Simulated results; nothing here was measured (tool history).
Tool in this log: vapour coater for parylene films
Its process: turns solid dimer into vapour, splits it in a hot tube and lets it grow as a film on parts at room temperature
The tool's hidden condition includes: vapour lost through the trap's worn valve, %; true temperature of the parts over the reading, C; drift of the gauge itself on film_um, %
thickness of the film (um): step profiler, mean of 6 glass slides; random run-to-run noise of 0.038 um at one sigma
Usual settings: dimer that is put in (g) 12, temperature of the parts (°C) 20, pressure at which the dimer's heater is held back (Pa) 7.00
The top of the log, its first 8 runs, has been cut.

| run | hour | dimer that is put in (g) | temperature of the parts (°C) | pressure at which the dimer's heater is held back (Pa) | hours of work since the trap's valve was overhauled | hours of work since the table's thermometer was calibrated | thickness of the film (um) |
|---|---|---|---|---|---|---|---|
| 9 | 311.6 | 12 | 20 | 7.00 | 107 | 1193 | 9.94 |
| 10 | 353.3 | 12 | 20 | 7.00 | 126 | 1211 | 9.91 |
| 11 | 413.5 | 12 | 20 | 7.00 | 153 | 1238 | 9.88 |
| 12 | 452.6 | 12 | 20 | 3.48 | 170 | 1256 | 10.49 |
| 13 | 520.1 | 8 | 20 | 7.00 | 201 | 1286 | 6.56 |
| 14 | 570.7 | 12 | 20 | 7.00 | 223 | 1309 | 9.72 |
| 15 | 630.1 | 12 | 20 | 7.00 | 250 | 1335 | 9.76 |
| 16 | 681.5 | 12 | 20 | 7.00 | 273 | 1358 | 9.73 |
| 17 | 735.4 | 12 | 20 | 6.99 | 297 | 1382 | 9.74 |
| 18 | 808.7 | 12 | 20 | 2.64 | 330 | 1415 | 10.49 |
| 19 | 876.6 | 12 | 20 | 2.64 | 360 | 1445 | 10.47 |
| 20 | 915.9 | 12 | 20 | 2.64 | 378 | 1463 | 10.52 |
| 21 | 979.5 | 12 | 20 | 2.64 | 406 | 1491 | 10.41 |

Run 22 has not been measured yet. What should we expect?
| 22 | 1043.5 | 12 | 20 | 2.64 | 435 | 1520 | ? |

{"run 22": {"thickness of the film (um)": 10.38}}
The same run, on a tool lacking any hidden state, would have yielded thickness of the film (um) 10.92.
